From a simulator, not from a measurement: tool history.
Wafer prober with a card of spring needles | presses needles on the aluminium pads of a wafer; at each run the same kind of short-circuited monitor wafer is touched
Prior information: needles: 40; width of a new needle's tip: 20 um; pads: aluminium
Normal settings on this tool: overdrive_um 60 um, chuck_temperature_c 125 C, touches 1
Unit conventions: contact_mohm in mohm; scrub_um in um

Run 1, hour 0.0: usual settings. Result: contact_mohm 172 mohm, scrub_um 11.16 um.
At hour 30.2: tips cleaned on abrasive film.
Run 2, hour 48.5: usual settings but touches 2. Result: contact_mohm 315 mohm, scrub_um 11.08 um.
At hour 60.1: tips cleaned on abrasive film.
At hour 89.2: tips cleaned on abrasive film.
At hour 121.3: tips cleaned on abrasive film.
Run 3, hour 132.5: usual settings. Result: contact_mohm 396 mohm, scrub_um 11.06 um.
At hour 152.1: tips cleaned on abrasive film.
Run 4, hour 170.4: usual settings but touches 2. Result: contact_mohm 318 mohm, scrub_um 10.98 um.
At hour 185.7: tips cleaned on abrasive film.
At hour 217.4: tips cleaned on abrasive film.
Run 5, hour 237.1: usual settings. Result: contact_mohm 437 mohm, scrub_um 10.98 um.
At hour 250.8: tips cleaned on abrasive film.
At hour 279.9: tips cleaned on abrasive film.
At hour 311.1: tips cleaned on abrasive film.
Run 6, hour 316.4: usual settings but touches 3. Result: contact_mohm 214 mohm, scrub_um 10.86 um.
At hour 339.1: tips cleaned on abrasive film.
At hour 363.6: height of the first contact set anew.
At hour 369.9: tips cleaned on abrasive film.
At hour 398.8: tips cleaned on abrasive film.
Run 7, hour 401.3: usual settings but touches 3. Result: contact_mohm 196 mohm, scrub_um 11.39 um.
At hour 430.3: tips cleaned on abrasive film.
Run 8, hour 457.2: usual settings but touches 3. Result: contact_mohm 255 mohm, scrub_um 11.37 um.
At hour 462.2: tips cleaned on abrasive film.
At hour 491.2: tips cleaned on abrasive film.
At hour 521.1: tips cleaned on abrasive film.
Run 9, hour 523.4: usual settings but touches 3. Result: contact_mohm 198 mohm, scrub_um 11.35 um.
At hour 551.0: tips cleaned on abrasive film.
At hour 581.6: tips cleaned on abrasive film.
At hour 613.0: tips cleaned on abrasive film.
Run 10, hour 616.4: usual settings but touches 3. Result: contact_mohm 204 mohm, scrub_um 11.23 um.
At hour 641.4: tips cleaned on abrasive film.
At hour 672.0: tips cleaned on abrasive film.
Run 11, hour 688.0: usual settings but touches 3. Result: contact_mohm 257 mohm, scrub_um 11.18 um.
At hour 701.8: tips cleaned on abrasive film.
At hour 732.9: tips cleaned on abrasive film.
At hour 760.3: tips cleaned on abrasive film.
Run 12, hour 769.1: usual settings. Result: contact_mohm 396 mohm, scrub_um 11.11 um.
At hour 789.6: tips cleaned on abrasive film.
At hour 818.9: tips cleaned on abrasive film.
At hour 852.1: tips cleaned on abrasive film.
Run 13, hour 860.9: usual settings. Result: contact_mohm 392 mohm, scrub_um 11.05 um.
At hour 882.4: tips cleaned on abrasive film.
At hour 912.3: tips cleaned on abrasive film.
At hour 943.7: tips cleaned on abrasive film.
Run 14, hour 943.7: usual settings. Result: contact_mohm 187 mohm, scrub_um 11.01 um.
At hour 975.4: tips cleaned on abrasive film.
Run 15, hour 991.4: usual settings. Result: contact_mohm 435 mohm, scrub_um 10.99 um.

What does the tool deliver on the next run?
At hour 1004.1: tips cleaned on abrasive film.
Run 16, hour 1031.0: usual settings. Result: contact_mohm ?, scrub_um ?.

contact_mohm: 465 mohm
scrub_um: 10.94 um
With no hidden state in the tool, this same run would have given contact_mohm 158 mohm, scrub_um 11.41 um.

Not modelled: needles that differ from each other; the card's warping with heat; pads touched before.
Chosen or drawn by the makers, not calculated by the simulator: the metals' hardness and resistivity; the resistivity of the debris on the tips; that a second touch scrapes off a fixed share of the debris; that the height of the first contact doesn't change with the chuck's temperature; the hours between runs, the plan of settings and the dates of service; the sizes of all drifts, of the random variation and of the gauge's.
